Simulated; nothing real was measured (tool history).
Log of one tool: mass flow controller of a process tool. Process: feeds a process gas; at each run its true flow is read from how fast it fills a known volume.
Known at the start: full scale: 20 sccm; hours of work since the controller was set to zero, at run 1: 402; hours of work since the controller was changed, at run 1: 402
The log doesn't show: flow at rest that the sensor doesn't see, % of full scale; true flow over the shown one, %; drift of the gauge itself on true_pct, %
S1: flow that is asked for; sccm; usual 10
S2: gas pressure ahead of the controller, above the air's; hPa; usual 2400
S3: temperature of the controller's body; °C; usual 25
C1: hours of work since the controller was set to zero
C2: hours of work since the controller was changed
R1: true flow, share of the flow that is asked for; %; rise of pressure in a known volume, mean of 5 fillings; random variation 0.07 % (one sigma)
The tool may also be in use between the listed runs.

| run | hour | S1 | S2 | S3 | C1 | C2 | R1 |
|---|---|---|---|---|---|---|---|
| 1 | 0.0 | 10 | 2400 | 25 | 402 | 402 | 98.80 |
| 2 | 69.3 | 10 | 2400 | 25 | 429 | 429 | 98.74 |
| 3 | 131.0 | 10 | 2400 | 25 | 453 | 453 | 98.76 |
| 4 | 182.6 | 10 | 1750 | 25 | 473 | 473 | 98.31 |
| 5 | 237.6 | 18 | 2400 | 25 | 494 | 494 | 100.08 |
| 6 | 298.4 | 18 | 2400 | 25 | 517 | 517 | 100.07 |
| 7 | 362.3 | 10 | 2400 | 26 | 542 | 542 | 98.93 |
| 8 | 418.9 | 10 | 1720 | 25 | 564 | 564 | 98.36 |
| 9 | 468.3 | 6 | 2400 | 25 | 583 | 583 | 98.24 |
|  | 475.1 | controller's zero set anew |
| 10 | 555.2 | 10 | 2400 | 27 | 31 | 616 | 99.09 |
| 11 | 603.8 | 10 | 2400 | 27 | 50 | 635 | 99.05 |
| 12 | 674.0 | 10 | 2400 | 27 | 77 | 662 | 99.07 |
| 13 | 718.7 | 11 | 2360 | 25 | 94 | 679 | 98.91 |
| 14 | 813.0 | 11 | 2360 | 21 | 130 | 715 | 98.75 |
| 15 | 905.4 | 11 | 1640 | 23 | 166 | 751 | 98.34 |
|  | 916.6 | controller's zero set anew, once more |
| 16 | 988.9 | 3 | 1510 | 39 | 28 | 783 | 98.14 |
| 17 | 1033.5 | 3 | 1510 | 39 | 45 | 800 | 98.11 |
| 18 | 1098.3 | 14 | 1510 | 34 | 70 | 825 | 99.44 |
| 19 | 1151.1 | 10 | 1420 | 27 | 90 | 845 | 98.25 |
| 20 | 1202.8 | 10 | 1420 | 27 | 110 | 865 | 98.24 |
| 21 | 1258.1 | 2 | 1940 | 38 | 132 | 887 | 98.24 |

Hidden state at the last listed run before each entry between runs and at the first one after, where it differs:
Between runs 9 and 10: controller's zero set anew (hour 475.1)
  flow at rest that the sensor doesn't see, % of full scale: 0.065 -> 0.089
  measured less the result without the state, R1: +0.29 -> +0.26 %
Between runs 15 and 16: controller's zero set anew, once more (hour 916.6)
  flow at rest that the sensor doesn't see, % of full scale: 0.098 -> 0.006
  measured less the result without the state, R1: +0.29 -> +0.17 %

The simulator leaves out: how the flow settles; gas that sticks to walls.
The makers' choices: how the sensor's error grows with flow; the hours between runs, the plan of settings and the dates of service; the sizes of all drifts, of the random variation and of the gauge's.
